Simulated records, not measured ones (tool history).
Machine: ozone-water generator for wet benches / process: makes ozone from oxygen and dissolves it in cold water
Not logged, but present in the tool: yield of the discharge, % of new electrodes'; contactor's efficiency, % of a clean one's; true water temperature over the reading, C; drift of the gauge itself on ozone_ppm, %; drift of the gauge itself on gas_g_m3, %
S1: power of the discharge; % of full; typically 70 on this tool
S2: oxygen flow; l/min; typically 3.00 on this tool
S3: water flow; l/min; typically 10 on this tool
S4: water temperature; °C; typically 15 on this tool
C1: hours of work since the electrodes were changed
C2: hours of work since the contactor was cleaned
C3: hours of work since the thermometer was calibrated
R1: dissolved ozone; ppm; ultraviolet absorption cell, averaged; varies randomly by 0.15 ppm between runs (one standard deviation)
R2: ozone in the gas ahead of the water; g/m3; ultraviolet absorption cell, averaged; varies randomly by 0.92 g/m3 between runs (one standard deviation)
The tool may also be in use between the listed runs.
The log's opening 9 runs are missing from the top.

run	hour	S1	S2	S3	S4	C1	C2	C3	R1	R2
10	335.8	70	3.00	10	15	375	989	2526	18.9	155.2
11	384.6	52	3.00	10	15	412	1027	2563	15.1	120.8
12	414.9	52	3.00	10	15	435	1050	2586	15.0	121.4
13	442.7	52	3.00	10	15	456	1071	2607	15.0	120.1
14	484.4	70	3.00	10	15	488	1102	2639	19.1	153.6
15	529.5	70	3.00	10	15	522	1137	2673	19.1	154.2
16	562.9	70	3.00	10	15	547	1162	2698	19.0	154.2
17	587.3	95	1.77	15	11	566	1181	2717	15.1	248.3
18	618.8	49	3.23	13	12	590	1204	2741	11.9	110.8
19	644.1	45	3.00	8	19	609	1224	2760	14.7	107.5
# hour 648.6: water thermometer calibrated
20	682.4	70	3.00	7	15	638	1252	26	24.7	154.5
# hour 721.5: water thermometer calibrated, once more
21	727.8	43	3.00	10	16	672	1287	5	12.6	103.4
22	768.1	69	3.00	6	9	703	1317	35	30.2	152.7
23	805.7	56	1.74	10	15	731	1346	64	14.1	162.1
24	832.8	70	3.00	11	15	752	1366	85	17.7	154.7
25	881.5	70	2.87	11	15	789	1403	122	17.3	155.5
26	931.8	70	2.87	11	15	827	1441	160	17.5	157.0
27	967.8	100	2.87	13	21	854	1469	187	18.6	206.2
28	989.7	100	2.87	13	21	871	1485	204	18.2	206.8
29	1012.0	100	2.87	13	21	888	1502	221	18.4	207.2
30	1050.2	51	2.87	7	21	917	1531	250	17.1	119.8
31	1079.6	51	2.87	7	21	939	1554	272	17.5	120.0
32	1123.1	49	1.89	10	20	972	1587	305	12.3	138.7

Here are 4 independent what-if runs from the current tool condition. What would each one return?
A	1163.6	75	4.02	10	11	1003	1618	336	?	?
B	1163.6	49	1.89	6	20	1003	1618	336	?	?
C	1163.6	70	4.08	12	15	1003	1618	336	?	?
D	1163.6	40	2.94	10	15	1003	1618	336	?	?

run	R1	R2
A	21.9	142.7
B	18.8	140.3
C	16.7	133.6
D	12.2	98.2
What these runs would have given with no unlogged condition in the tool:
run	R1	R2
A	22.6	144.8
B	19.2	141.7
C	17.3	135.5
D	12.5	99.0
